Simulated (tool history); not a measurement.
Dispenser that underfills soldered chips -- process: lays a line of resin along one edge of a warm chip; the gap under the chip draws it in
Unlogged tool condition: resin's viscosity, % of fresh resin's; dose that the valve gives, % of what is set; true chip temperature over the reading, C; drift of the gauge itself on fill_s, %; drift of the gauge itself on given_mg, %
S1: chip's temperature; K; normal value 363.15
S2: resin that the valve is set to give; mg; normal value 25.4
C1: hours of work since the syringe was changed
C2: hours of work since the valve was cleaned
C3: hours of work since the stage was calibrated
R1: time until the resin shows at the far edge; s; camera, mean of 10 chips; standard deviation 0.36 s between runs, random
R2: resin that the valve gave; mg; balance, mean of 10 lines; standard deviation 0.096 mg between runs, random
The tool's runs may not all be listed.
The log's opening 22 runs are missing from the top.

{"hour": 77.7, "done": "new syringe of resin"}
{"run": 23, "hour": 80.1, "S1": 348.15, "S2": 28.5, "C1": 1, "C2": 48, "C3": 144, "R1": 41.9, "R2": 27.84}
{"run": 24, "hour": 84.8, "S1": 348.15, "S2": 28.5, "C1": 4, "C2": 50, "C3": 147, "R1": 48.8, "R2": 27.88}
{"run": 25, "hour": 88.7, "S1": 358.15, "S2": 29, "C1": 7, "C2": 53, "C3": 149, "R1": 34.2, "R2": 28.41}
{"hour": 90.2, "done": "new syringe of resin"}
{"run": 26, "hour": 92.8, "S1": 374.15, "S2": 25.4, "C1": 2, "C2": 55, "C3": 151, "R1": 12.8, "R2": 24.82}
{"run": 27, "hour": 95.3, "S1": 374.15, "S2": 25.4, "C1": 3, "C2": 57, "C3": 153, "R1": 14, "R2": 24.77}
{"run": 28, "hour": 99.2, "S1": 363.15, "S2": 22.4, "C1": 5, "C2": 59, "C3": 155, "R1": 26.2, "R2": 22.05}
{"hour": 102.5, "done": "new syringe of resin"}
{"run": 29, "hour": 102.5, "S1": 363.15, "S2": 22.4, "C1": 0, "C2": 61, "C3": 157, "R1": 19.1, "R2": 21.82}
{"run": 30, "hour": 107.1, "S1": 367.15, "S2": 22.1, "C1": 3, "C2": 64, "C3": 160, "R1": 18.3, "R2": 21.58}
{"run": 31, "hour": 110.7, "S1": 363.15, "S2": 26.6, "C1": 5, "C2": 66, "C3": 162, "R1": 23.7, "R2": 25.95}

Estimate the outcome of run 32 from the log above:
{"run": 32, "hour": 113.9, "S1": 368.15, "S2": 25.4, "C1": 7, "C2": 68, "C3": 164, "R1": "?", "R2": "?"}

{"run 32": {"R1": 21.3, "R2": 24.8}}
Take away the tool's hidden state, keep the run-to-run variation as it was, and the same run would have given R1 14.8 s, R2 25.48 mg.
